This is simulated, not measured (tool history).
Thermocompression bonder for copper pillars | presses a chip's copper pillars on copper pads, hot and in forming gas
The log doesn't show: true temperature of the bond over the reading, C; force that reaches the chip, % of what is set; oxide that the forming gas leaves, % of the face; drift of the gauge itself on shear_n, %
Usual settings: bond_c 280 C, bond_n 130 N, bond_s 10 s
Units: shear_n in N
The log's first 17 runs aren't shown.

| run | day | bond_c | bond_n | bond_s | hours of work since the heater was calibrated | hours of work since the force cell was calibrated | hours of work since the gas filter was changed | shear_n |
|---|---|---|---|---|---|---|---|---|
| 18 | 13.354 | 270 | 130 | 10 | 781 | 803 | 77 | 53.4 |
| 19 | 14.504 | 279 | 94 | 6 | 798 | 819 | 94 | 33.2 |
| 20 | 14.983 | 280 | 121 | 10 | 805 | 826 | 101 | 55.7 |
| 21 | 15.671 | 300 | 107 | 7 | 815 | 836 | 110 | 54.0 |
| 22 | 16.171 | 287 | 159 | 7 | 822 | 844 | 118 | 74.0 |
| 23 | 16.746 | 287 | 159 | 7 | 831 | 852 | 126 | 71.6 |
| 24 | 17.488 | 289 | 159 | 11 | 841 | 863 | 137 | 86.3 |
| 25 | 18.600 | 300 | 136 | 8 | 857 | 879 | 153 | 73.6 |
| 26 | 19.692 | 253 | 130 | 10 | 873 | 895 | 169 | 43.9 |
| 27 | 20.708 | 253 | 158 | 6 | 888 | 909 | 183 | 43.8 |
|  | 20.908 | forming gas filter changed |
| 28 | 21.650 | 257 | 130 | 11 | 901 | 923 | 11 | 47.8 |
| 29 | 22.300 | 280 | 78 | 6 | 911 | 932 | 20 | 26.5 |
|  | 23.208 | heater calibrated with a thermocouple chip |
| 30 | 23.521 | 280 | 78 | 6 | 5 | 948 | 37 | 26.5 |
| 31 | 24.312 | 280 | 78 | 6 | 16 | 960 | 48 | 25.7 |
| 32 | 25.183 | 280 | 130 | 25 | 29 | 973 | 61 | 85.4 |
| 33 | 25.942 | 280 | 130 | 25 | 40 | 984 | 72 | 85.6 |
| 34 | 26.633 | 300 | 115 | 16 | 50 | 994 | 82 | 79.3 |
| 35 | 27.621 | 309 | 170 | 10 | 64 | 1008 | 96 | 106.9 |
| 36 | 28.629 | 309 | 170 | 10 | 78 | 1022 | 111 | 105.7 |

5 ways to go on from here, each from the tool as it stands after run 36. What would each give?
| A | 29.250 | 278 | 108 | 15 | 87 | 1031 | 120 | ? |
| B | 29.250 | 261 | 89 | 6 | 87 | 1031 | 120 | ? |
| C | 29.250 | 303 | 130 | 6 | 87 | 1031 | 120 | ? |
| D | 29.250 | 309 | 132 | 8 | 87 | 1031 | 120 | ? |
| E | 29.250 | 280 | 130 | 17 | 87 | 1031 | 120 | ? |

| run | shear_n |
|---|---|
| A | 56.6 |
| B | 24.9 |
| C | 65.6 |
| D | 78.8 |
| E | 75.1 |
Without the tool's hidden state the same runs would have given:
| run | shear_n |
|---|---|
| A | 56.7 |
| B | 24.9 |
| C | 65.8 |
| D | 79.0 |
| E | 75.3 |
